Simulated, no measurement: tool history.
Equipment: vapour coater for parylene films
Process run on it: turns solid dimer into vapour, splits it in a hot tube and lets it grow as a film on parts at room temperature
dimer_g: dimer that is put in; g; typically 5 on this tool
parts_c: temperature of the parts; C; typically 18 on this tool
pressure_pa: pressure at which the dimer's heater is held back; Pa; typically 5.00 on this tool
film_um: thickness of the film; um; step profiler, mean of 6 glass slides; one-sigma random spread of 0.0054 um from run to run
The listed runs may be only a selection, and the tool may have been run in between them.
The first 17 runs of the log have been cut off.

| run | hour | dimer_g | parts_c | pressure_pa | film_um |
|---|---|---|---|---|---|
| 18 | 344.1 | 5 | 18 | 2.50 | 1.009 |
| 19 | 371.1 | 3 | 10 | 2.50 | 0.867 |
| 20 | 387.0 | 3 | 10 | 2.50 | 0.862 |
| 21 | 399.3 | 3 | 10 | 2.50 | 0.868 |
| 22 | 426.6 | 3 | 10 | 2.50 | 0.867 |
| 23 | 449.4 | 5 | 19 | 5.00 | 0.887 |
| 24 | 472.9 | 6 | 11 | 4.40 | 1.536 |
| 25 | 486.5 | 6 | 11 | 4.40 | 1.545 |
| 26 | 501.3 | 8 | 30 | 4.40 | 0.878 |
| 27 | 518.0 | 5 | 18 | 8.11 | 0.883 |
| 28 | 542.7 | 7 | 18 | 8.11 | 1.238 |
| 29 | 566.7 | 3 | 18 | 3.16 | 0.569 |
| 30 | 591.9 | 5 | 18 | 4.45 | 0.934 |
| 31 | 614.1 | 2 | 18 | 5.97 | 0.373 |
| 32 | 637.1 | 6 | 14 | 3.52 | 1.355 |
| 33 | 652.9 | 3 | 10 | 3.52 | 0.809 |
| 34 | 675.6 | 6 | 16 | 5.87 | 1.173 |
| 35 | 690.0 | 5 | 18 | 5.58 | 0.906 |

Alternative continuations, all from the tool just after run 35; predict every row:
| A | 704.5 | 2 | 18 | 5.00 | ? |
| B | 704.5 | 5 | 11 | 5.00 | ? |
| C | 704.5 | 4 | 18 | 2.22 | ? |
| D | 704.5 | 5 | 18 | 11.69 | ? |

| run | film_um |
|---|---|
| A | 0.365 |
| B | 1.245 |
| C | 0.786 |
| D | 0.840 |
Without the tool's hidden state the same runs would have given:
| run | film_um |
|---|---|
| A | 0.385 |
| B | 1.313 |
| C | 0.830 |
| D | 0.886 |

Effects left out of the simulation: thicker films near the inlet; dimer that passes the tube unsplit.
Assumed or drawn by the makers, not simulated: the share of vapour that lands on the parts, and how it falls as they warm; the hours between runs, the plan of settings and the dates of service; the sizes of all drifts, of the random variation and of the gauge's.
